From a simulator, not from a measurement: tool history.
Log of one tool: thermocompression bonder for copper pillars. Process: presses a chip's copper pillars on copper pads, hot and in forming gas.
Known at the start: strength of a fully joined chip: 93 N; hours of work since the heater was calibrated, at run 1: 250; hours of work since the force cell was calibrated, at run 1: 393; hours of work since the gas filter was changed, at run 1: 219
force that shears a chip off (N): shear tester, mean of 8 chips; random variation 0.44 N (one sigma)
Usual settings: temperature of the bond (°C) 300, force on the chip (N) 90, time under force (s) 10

| run | hour | temperature of the bond (°C) | force on the chip (N) | time under force (s) | hours of work since the heater was calibrated | hours of work since the force cell was calibrated | hours of work since the gas filter was changed | force that shears a chip off (N) |
|---|---|---|---|---|---|---|---|---|
| 1 | 0.0 | 300 | 90 | 10 | 250 | 393 | 219 | 62.0 |
| 2 | 11.3 | 300 | 90 | 10 | 256 | 399 | 225 | 61.7 |
| 3 | 23.6 | 300 | 90 | 10 | 262 | 405 | 231 | 61.5 |
| 4 | 29.8 | 300 | 90 | 10 | 265 | 408 | 234 | 61.7 |
| 5 | 36.7 | 300 | 90 | 10 | 269 | 412 | 238 | 61.4 |
| 6 | 47.6 | 300 | 90 | 10 | 274 | 418 | 244 | 61.5 |
| 7 | 59.1 | 300 | 90 | 8 | 280 | 424 | 250 | 57.3 |
| 8 | 66.2 | 300 | 90 | 10 | 284 | 427 | 253 | 61.5 |
|  | 68.4 | force cell calibrated |
| 9 | 74.7 | 300 | 90 | 10 | 288 | 3 | 257 | 59.9 |
| 10 | 80.6 | 300 | 90 | 10 | 291 | 6 | 260 | 59.6 |
| 11 | 93.4 | 300 | 90 | 10 | 297 | 13 | 267 | 60.2 |
| 12 | 103.4 | 300 | 90 | 10 | 303 | 18 | 272 | 59.8 |
| 13 | 115.7 | 300 | 90 | 10 | 309 | 25 | 278 | 59.5 |
| 14 | 128.0 | 283 | 62 | 13 | 315 | 31 | 284 | 39.1 |
|  | 135.2 | force cell calibrated, once more |
| 15 | 141.1 | 281 | 56 | 15 | 321 | 3 | 290 | 38.8 |
| 16 | 152.7 | 325 | 54 | 28 | 327 | 9 | 296 | 67.5 |
| 17 | 163.3 | 324 | 81 | 7 | 333 | 15 | 302 | 62.8 |
|  | 172.7 | forming gas filter changed |
| 18 | 176.1 | 324 | 107 | 14 | 339 | 21 | 2 | 86.9 |
| 19 | 186.1 | 272 | 63 | 15 | 344 | 26 | 7 | 42.5 |
| 20 | 196.3 | 272 | 63 | 9 | 350 | 31 | 12 | 35.7 |
| 21 | 205.2 | 284 | 115 | 20 | 354 | 36 | 17 | 80.7 |
| 22 | 211.3 | 315 | 63 | 25 | 357 | 39 | 20 | 73.0 |
| 23 | 220.9 | 320 | 90 | 17 | 362 | 44 | 25 | 82.1 |
| 24 | 228.4 | 320 | 90 | 17 | 366 | 48 | 29 | 82.1 |
| 25 | 233.9 | 320 | 90 | 17 | 369 | 51 | 32 | 82.6 |

5 ways to go on from here, each from the tool as it stands after run 25. What would each give?
| A | 244.8 | 317 | 90 | 12 | 375 | 57 | 37 | ? |
| B | 244.8 | 274 | 64 | 29 | 375 | 57 | 37 | ? |
| C | 244.8 | 281 | 76 | 6 | 375 | 57 | 37 | ? |
| D | 244.8 | 281 | 69 | 25 | 375 | 57 | 37 | ? |
| E | 244.8 | 320 | 118 | 17 | 375 | 57 | 37 | ? |

| run | force that shears a chip off (N) |
|---|---|
| A | 76.3 |
| B | 54.9 |
| C | 40.9 |
| D | 60.1 |
| E | 89.2 |
Without the tool's hidden state the same runs would have given:
| run | force that shears a chip off (N) |
|---|---|
| A | 75.6 |
| B | 53.4 |
| C | 39.6 |
| D | 58.6 |
| E | 89.5 |

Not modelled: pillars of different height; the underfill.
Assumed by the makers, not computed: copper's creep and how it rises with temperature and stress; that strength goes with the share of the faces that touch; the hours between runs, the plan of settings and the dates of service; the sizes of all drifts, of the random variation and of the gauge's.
